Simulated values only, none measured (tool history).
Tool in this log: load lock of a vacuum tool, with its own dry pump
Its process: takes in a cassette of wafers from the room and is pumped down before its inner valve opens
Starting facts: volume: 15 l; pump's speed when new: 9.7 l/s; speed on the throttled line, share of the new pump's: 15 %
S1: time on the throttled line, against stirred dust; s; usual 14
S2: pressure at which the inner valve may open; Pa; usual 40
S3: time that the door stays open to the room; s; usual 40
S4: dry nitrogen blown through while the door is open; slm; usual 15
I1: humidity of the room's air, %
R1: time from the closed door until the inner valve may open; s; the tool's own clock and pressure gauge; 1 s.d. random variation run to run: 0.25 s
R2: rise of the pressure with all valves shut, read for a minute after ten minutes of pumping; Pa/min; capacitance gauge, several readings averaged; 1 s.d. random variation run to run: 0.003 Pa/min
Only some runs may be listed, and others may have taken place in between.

Run 1, hour 0.0: usual settings; I1 45.4. Result: R1 24.5 s, R2 0.062 Pa/min.
Run 2, hour 93.5: usual settings; I1 44.3. Result: R1 24.8 s, R2 0.059 Pa/min.
Run 3, hour 200.7: usual settings; I1 47.4. Result: R1 24.9 s, R2 0.068 Pa/min.
Run 4, hour 270.0: usual settings; I1 45.4. Result: R1 24.5 s, R2 0.063 Pa/min.
Run 5, hour 386.7: usual settings but S2 34 Pa; I1 44.8. Result: R1 25.2 s, R2 0.070 Pa/min.
Run 6, hour 462.9: usual settings but S2 34 Pa; I1 46.2. Result: R1 24.4 s, R2 0.069 Pa/min.
Run 7, hour 560.4: usual settings but S2 34 Pa; I1 45.1. Result: R1 25.0 s, R2 0.074 Pa/min.
Run 8, hour 654.1: usual settings but S3 203 s; I1 45.2. Result: R1 24.7 s, R2 0.117 Pa/min.
Run 9, hour 756.4: usual settings but S4 14 slm; I1 49.3. Result: R1 24.3 s, R2 0.078 Pa/min.
Run 10, hour 860.6: usual settings but S4 14 slm; I1 45.9. Result: R1 24.7 s, R2 0.076 Pa/min.
Run 11, hour 938.9: usual settings but S4 14 slm; I1 43.8. Result: R1 24.6 s, R2 0.083 Pa/min.
Run 12, hour 1003.6: usual settings but S4 14 slm; I1 46.6. Result: R1 24.8 s, R2 0.082 Pa/min.
Run 13, hour 1113.2: usual settings but S4 14 slm; I1 44.4. Result: R1 24.6 s, R2 0.084 Pa/min.
Run 14, hour 1213.6: usual settings but S4 7 slm; I1 46.2. Result: R1 24.4 s, R2 0.088 Pa/min.
Run 15, hour 1287.6: usual settings; I1 45.1. Result: R1 24.9 s, R2 0.089 Pa/min.
Run 16, hour 1339.8: usual settings; I1 44.0. Result: R1 24.8 s, R2 0.086 Pa/min.
Run 17, hour 1412.4: usual settings; I1 45.5. Result: R1 24.9 s, R2 0.090 Pa/min.
Run 18, hour 1462.9: usual settings; I1 40.7. Result: R1 25.1 s, R2 0.088 Pa/min.
Run 19, hour 1521.4: usual settings; I1 46.7. Result: R1 24.7 s, R2 0.091 Pa/min.
Run 20, hour 1599.8: usual settings but S1 21 s, S2 37 Pa, S3 137 s, S4 8 slm; I1 44.4. Result: R1 30.9 s, R2 0.135 Pa/min.
Run 21, hour 1686.6: usual settings but S1 21 s, S2 37 Pa, S3 137 s, S4 8 slm; I1 44.7. Result: R1 30.8 s, R2 0.141 Pa/min.
Run 22, hour 1772.7: usual settings but S3 64 s; I1 43.8. Result: R1 24.9 s, R2 0.103 Pa/min.
Run 23, hour 1859.6: usual settings but S3 78 s; I1 46.3. Result: R1 24.6 s, R2 0.114 Pa/min.
Run 24, hour 1961.2: usual settings but S3 78 s; I1 48.4. Result: R1 24.8 s, R2 0.119 Pa/min.
Run 25, hour 2012.4: usual settings but S2 45 Pa, S3 29 s; I1 44.0. Result: R1 24.3 s, R2 0.097 Pa/min.
Run 26, hour 2108.6: usual settings but S1 16 s; I1 42.6. Result: R1 26.3 s, R2 0.095 Pa/min.
Run 27, hour 2172.0: usual settings but S1 24 s, S2 31 Pa, S4 33 slm; I1 40.9. Result: R1 34.2 s, R2 0.094 Pa/min.
Run 28, hour 2274.9: usual settings but S1 24 s, S2 31 Pa, S4 33 slm; I1 43.7. Result: R1 33.7 s, R2 0.100 Pa/min.
Run 29, hour 2338.9: usual settings; I1 47.4. Result: R1 24.7 s, R2 0.113 Pa/min.
Run 30, hour 2455.1: usual settings; I1 45.8. Result: R1 24.8 s, R2 0.115 Pa/min.
Run 31, hour 2504.9: usual settings but S1 10 s, S4 14 slm; I1 45.5. Result: R1 21.3 s, R2 0.115 Pa/min.
Run 32, hour 2584.5: usual settings but S1 10 s, S2 44 Pa, S4 4 slm; I1 47.3. Result: R1 21.0 s, R2 0.127 Pa/min.
Run 33, hour 2645.4: usual settings but S1 8 s, S3 163 s, S4 14 slm; I1 42.7. Result: R1 20.3 s, R2 0.163 Pa/min.
Run 34, hour 2736.4: usual settings but S1 21 s, S3 130 s; I1 46.4. Result: R1 30.2 s, R2 0.155 Pa/min.
Run 35, hour 2848.3: usual settings but S1 16 s, S3 98 s; I1 46.5. Result: R1 26.4 s, R2 0.142 Pa/min.
Run 36, hour 2930.2: usual settings but S1 16 s, S3 98 s; I1 44.5. Result: R1 26.9 s, R2 0.146 Pa/min.
Run 37, hour 2986.8: usual settings but S3 79 s, S4 6 slm; I1 42.1. Result: R1 24.7 s, R2 0.154 Pa/min.

Consider 3 possible next runs. They are alternatives, not a sequence: every one starts from the tool as it was left by run 37. What does each give?
Run A, hour 3069.5: usual settings but S2 65 Pa, S3 79 s, S4 6 slm; I1 48.5. Result: R1 ?, R2 ?.
Run B, hour 3069.5: usual settings but S1 17 s, S3 93 s, S4 13 slm; I1 38.0. Result: R1 ?, R2 ?.
Run C, hour 3069.5: usual settings but S2 60 Pa, S3 91 s, S4 23 slm; I1 45.1. Result: R1 ?, R2 ?.

run    R1     R2
  A  23.8  0.165
  B  27.2  0.137
  C  23.9  0.142
With no hidden state in the tool, these same runs would have given:
run    R1     R2
  A  23.0  0.078
  B  26.3  0.050
  C  23.1  0.055
